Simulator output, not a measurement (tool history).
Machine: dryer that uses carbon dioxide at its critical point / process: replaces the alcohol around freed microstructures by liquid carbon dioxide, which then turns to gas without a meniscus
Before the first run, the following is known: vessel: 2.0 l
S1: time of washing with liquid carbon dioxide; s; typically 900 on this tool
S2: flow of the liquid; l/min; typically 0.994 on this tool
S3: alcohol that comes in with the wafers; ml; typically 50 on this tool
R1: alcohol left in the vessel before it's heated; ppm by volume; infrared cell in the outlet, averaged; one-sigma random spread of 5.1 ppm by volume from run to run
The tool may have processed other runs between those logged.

run	day	S1	S2	S3	R1
1	0	900	0.994	50	157
2	0.342	900	0.994	50	175
3	0.746	900	0.994	50	166
4	1.171	900	0.994	56	188
5	1.412	900	1.148	50	88
6	1.712	900	1.148	50	87
7	2.142	900	0.95	50	206
8	2.592	900	0.994	50	177
9	2.983	900	0.994	50	173
10	3.342	900	0.994	50	175
11	3.746	900	0.994	50	180
12	4.021	900	0.994	50	185
13	4.4	900	0.994	50	191
14	4.725	900	0.994	50	195
15	5.158	900	0.994	50	187
16	5.429	660	0.994	50	624
17	5.825	660	0.994	39	518
18	6.062	660	0.994	39	527
19	6.396	900	0.994	52	209
20	6.642	900	0.994	50	201
21	6.888	900	0.994	50	197
22	7.129	900	0.994	50	204
23	7.329	900	0.994	50	196
24	7.579	900	0.994	50	202
25	7.908	720	1.152	22	150
26	8.267	1200	1.399	44	45
# day 8.379: inlet filter changed
27	8.512	600	0.901	87	1203
28	8.742	720	0.884	69	532
29	9.138	720	1.39	70	92
30	9.333	780	1.276	70	79
31	9.629	540	0.994	55	799
32	9.858	540	0.994	55	805
33	10.233	720	0.603	50	1488
34	10.5	900	0.994	61	123
35	10.904	660	1.107	97	428
36	11.188	600	0.994	30	339
37	11.483	660	0.751	25	529
38	11.875	1260	0.994	40	50
39	12.262	1260	1.32	45	47
40	12.621	1260	1.32	45	47
41	12.942	900	0.994	50	120
42	13.25	1080	0.839	50	108
43	13.512	600	1.621	116	154
44	13.946	660	0.816	50	796
45	14.308	660	0.816	50	811
46	14.521	660	0.816	50	834
47	14.838	660	0.816	50	844

Each run again, without the hidden state but with its own random variation kept:
The tool's hidden condition here consists of: flow that reaches the vessel past the clogged filter, %; alcohol in the recycled carbon dioxide, ppm; drift of the gauge itself on alcohol_ppm, %.
run	R1
1	65
2	80
3	69
4	79
5	27
6	26
7	83
8	69
9	64
10	61
11	65
12	66
13	72
14	69
15	63
16	299
17	244
18	249
19	71
20	66
21	66
22	65
23	56
24	63
25	51
26	8
27	1162
28	491
29	54
30	40
31	742
32	745
33	1408
34	80
35	364
36	280
37	463
38	7
39	6
40	4
41	68
42	55
43	94
44	676
45	684
46	700
47	706
